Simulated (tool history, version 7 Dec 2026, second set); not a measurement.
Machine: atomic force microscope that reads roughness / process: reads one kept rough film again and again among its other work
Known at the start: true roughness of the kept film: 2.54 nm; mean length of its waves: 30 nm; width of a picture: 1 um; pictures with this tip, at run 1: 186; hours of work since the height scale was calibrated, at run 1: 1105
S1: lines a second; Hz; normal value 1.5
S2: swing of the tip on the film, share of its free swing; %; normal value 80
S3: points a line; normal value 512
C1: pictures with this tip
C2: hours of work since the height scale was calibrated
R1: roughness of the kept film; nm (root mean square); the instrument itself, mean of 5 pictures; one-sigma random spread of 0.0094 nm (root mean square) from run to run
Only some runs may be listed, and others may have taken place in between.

run    hour    S1  S2   S3   C1    C2     R1
  1       0   1.5  80  512  186  1105  1.891
  2    28.2   1.5  80  311  224  1122  1.813
       50.7  -- new tip fitted
  3    66.9   1.5  80  311   22  1144  2.075
  4    96.4   1.5  80  512   62  1161  2.047
  5   145.8   1.5  80  412  128  1189  1.943
  6   201.1   1.5  80  412  202  1221  1.823
  7   232.7   1.5  80  412  245  1240  1.769
        238  -- new tip fitted
  8   271.6   1.5  80  412   45  1262  2.085
  9     324   1.5  59  512  115  1292  2.109
 10   357.7   1.5  59  512  161  1312  2.044
 11   413.8   1.5  59  512  236  1344  1.925
      425.2  -- new tip fitted
 12   448.7   1.5  59  512   31  1364  2.273
 13   492.7   1.5  57  512   90  1389  2.159
 14     544   1.5  57  757  159  1419  2.047
 15     598   1.5  57  757  232  1450  1.955
      612.5  -- new tip fitted
 16   632.4   1.5  57  757   26  1470  2.288
 17     679   1.5  57  292   89  1497  2.135
      710.9  -- height scale calibrated on a step standard
 18   727.9   1.8  80  512  153    10  1.895
 19   777.6   1.8  80  512  220    39  1.812
      801.4  -- new tip fitted
 20   802.8   1.5  80  539    2    53  2.194
 21   837.9   1.5  80  539   49    73  2.119
      851.1  -- height scale calibrated on a step standard, once more
 22   888.1   1.5  80  539  115    21  1.923
 23   914.8   1.5  80  539  151    37  1.899
 24     959  0.56  80  539  210    62    1.9
 25   982.4  0.59  80  292  242    76  1.844
      991.5  -- new tip fitted
 26  1006.2  0.59  80  292   20    89  2.196
 27  1042.1  0.59  80  292   68   110   2.09
 28  1085.7  0.65  80  309  127   135  2.011
 29  1128.3  0.65  80  309  184   160  1.929
 30  1163.6  1.28  80  309  231   180  1.764
     1181.3  -- new tip fitted
 31  1211.4  0.55  82  504   41   208  2.194
 32    1243  0.55  82  504   83   226  2.123
 33  1283.4  0.58  81  930  138   249  2.017
 34  1312.3  0.58  81  930  176   266  1.971
 35  1337.2  0.58  81  930  210   280  1.927
     1368.7  -- new tip fitted
 36  1374.8  0.58  81  930    9   302  2.247
 37  1417.9  0.58  81  930   66   327  2.161
 38  1473.8  1.05  65  257  141   359  2.018
 39  1497.8  0.68  56  827  174   373  2.039
 40  1547.7  0.68  73  683  241   402  1.896
     1555.5  -- new tip fitted
 41  1598.1  2.04  61  324   57   431  2.108
 42  1651.4   1.5  71  278  128   462  1.976
 43  1674.2   1.5  71  278  159   475  1.923
 44    1723   1.5  71  278  224   503  1.827
     1745.7  -- new tip fitted
 45  1769.7   1.5  71  278   32   530  2.146
 46  1814.1  1.34  70  472   92   555  2.078

Run 47, settings as shown, results not yet in. Your forecast:
 47  1841.6  2.72  80  512  129  571   ?

Run 47 produced R1 1.775 nm (root mean square).
Minus the tool's unlogged condition, the same run would have read R1 1.96 nm (root mean square).
